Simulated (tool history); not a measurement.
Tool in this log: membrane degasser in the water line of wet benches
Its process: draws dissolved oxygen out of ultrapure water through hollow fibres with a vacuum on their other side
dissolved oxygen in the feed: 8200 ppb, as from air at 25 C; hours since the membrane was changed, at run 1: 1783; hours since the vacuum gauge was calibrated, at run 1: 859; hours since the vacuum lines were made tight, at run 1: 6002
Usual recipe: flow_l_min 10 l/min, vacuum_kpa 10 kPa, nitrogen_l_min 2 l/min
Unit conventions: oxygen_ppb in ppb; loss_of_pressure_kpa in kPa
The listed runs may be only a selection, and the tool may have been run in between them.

| run | hour | flow_l_min | vacuum_kpa | nitrogen_l_min | hours since the membrane was changed | hours since the vacuum gauge was calibrated | hours since the vacuum lines were made tight | oxygen_ppb | loss_of_pressure_kpa |
|---|---|---|---|---|---|---|---|---|---|
| 1 | 0 | 10 | 10 | 2 | 1783 | 859 | 6002 | 88.1 | 56.64 |
| 2 | 107.4 | 10 | 10 | 2 | 1890 | 966 | 6110 | 89.7 | 55.56 |
| 3 | 203.4 | 7 | 10 | 2 | 1986 | 1062 | 6206 | 59.3 | 38.92 |
| 4 | 280.5 | 10 | 17.8 | 2 | 2063 | 1139 | 6283 | 182.7 | 55.92 |
| 5 | 361.3 | 10 | 17.8 | 2 | 2144 | 1220 | 6364 | 179.7 | 55.85 |
| 6 | 465.9 | 10 | 17.8 | 2 | 2249 | 1325 | 6468 | 180 | 55.51 |
| 7 | 536.4 | 10 | 17.8 | 2 | 2319 | 1395 | 6539 | 182.5 | 55.59 |
| 8 | 618.4 | 10 | 17.8 | 2 | 2401 | 1477 | 6621 | 183.2 | 55.76 |
| 9 | 693.2 | 10 | 17.8 | 2 | 2476 | 1552 | 6695 | 181.4 | 55.13 |
| 10 | 798.4 | 10 | 10 | 3.2 | 2581 | 1657 | 6801 | 58.9 | 55.12 |
| 11 | 905.7 | 10 | 10 | 2 | 2688 | 1765 | 6908 | 88.2 | 55.19 |
| 12 | 999.2 | 10 | 10 | 2 | 2782 | 1858 | 7001 | 88 | 54.93 |
| 13 | 1078.8 | 8 | 10 | 2 | 2861 | 1938 | 7081 | 67.3 | 43.99 |
| 14 | 1181.1 | 8 | 10 | 2 | 2964 | 2040 | 7183 | 68.9 | 43.73 |
| 15 | 1271.5 | 8 | 10 | 2 | 3054 | 2130 | 7274 | 67.1 | 43.78 |
|  | 1364.3 | gauge calibrated |
| 16 | 1377.1 | 8 | 10 | 2 | 3160 | 2236 | 7379 | 68.6 | 44.98 |
| 17 | 1467.6 | 8 | 10 | 2 | 3250 | 2326 | 7470 | 67.4 | 44.87 |
| 18 | 1546.9 | 11 | 10 | 2 | 3330 | 2406 | 7549 | 102.2 | 61.66 |
| 19 | 1599 | 11 | 10 | 2 | 3382 | 2458 | 7601 | 102.1 | 61.6 |
| 20 | 1682.7 | 6 | 6.2 | 2 | 3465 | 2542 | 7685 | 22.4 | 33.42 |
| 21 | 1735.2 | 11 | 13.2 | 1.59 | 3518 | 2594 | 7737 | 174 | 61.24 |
| 22 | 1791.8 | 11 | 10.7 | 2.33 | 3574 | 2651 | 7794 | 97.9 | 61.13 |
| 23 | 1839.6 | 11 | 10.7 | 2.33 | 3622 | 2698 | 7842 | 98.2 | 61.24 |
| 24 | 1934.7 | 11 | 10.7 | 2.33 | 3717 | 2793 | 7937 | 97.3 | 61.19 |
| 25 | 1983.1 | 11 | 10.7 | 2.33 | 3766 | 2842 | 7985 | 97.7 | 60.62 |
| 26 | 2050.2 | 13 | 20.5 | 1.53 | 3833 | 2909 | 8053 | 364.4 | 71.77 |
| 27 | 2118 | 15 | 8.1 | 1.53 | 3901 | 2977 | 8120 | 168.7 | 82.79 |
| 28 | 2221.6 | 13 | 19.9 | 1.59 | 4004 | 3080 | 8224 | 342.6 | 71.57 |
| 29 | 2322.1 | 15 | 9.2 | 2 | 4105 | 3181 | 8324 | 163.5 | 82.2 |
| 30 | 2385.2 | 10 | 6.8 | 2 | 4168 | 3244 | 8387 | 51.2 | 55.1 |
| 31 | 2456.8 | 11 | 11.9 | 3.9 | 4240 | 3316 | 8459 | 72.7 | 60.21 |
| 32 | 2506.8 | 12 | 21.2 | 2.27 | 4289 | 3366 | 8509 | 243.8 | 65.76 |
| 33 | 2588.5 | 11 | 23.7 | 4.42 | 4371 | 3447 | 8591 | 136 | 60.29 |

3 ways to go on from here, each from the tool as it stands after run 33. What would each give?
| A | 2686 | 9 | 23.7 | 4.42 | 4469 | 3545 | 8688 | ? | ? |
| B | 2686 | 10 | 10 | 1.71 | 4469 | 3545 | 8688 | ? | ? |
| C | 2686 | 10 | 7.5 | 1.39 | 4469 | 3545 | 8688 | ? | ? |

| run | oxygen_ppb | loss_of_pressure_kpa |
|---|---|---|
| A | 105.1 | 49.1 |
| B | 102.2 | 54.6 |
| C | 80.3 | 54.81 |
With the hidden condition removed and each run's random variation left untouched, the same runs would have given:
| run | oxygen_ppb | loss_of_pressure_kpa |
|---|---|---|
| A | 105.1 | 50.35 |
| B | 102.2 | 55.99 |
| C | 80.3 | 56.2 |

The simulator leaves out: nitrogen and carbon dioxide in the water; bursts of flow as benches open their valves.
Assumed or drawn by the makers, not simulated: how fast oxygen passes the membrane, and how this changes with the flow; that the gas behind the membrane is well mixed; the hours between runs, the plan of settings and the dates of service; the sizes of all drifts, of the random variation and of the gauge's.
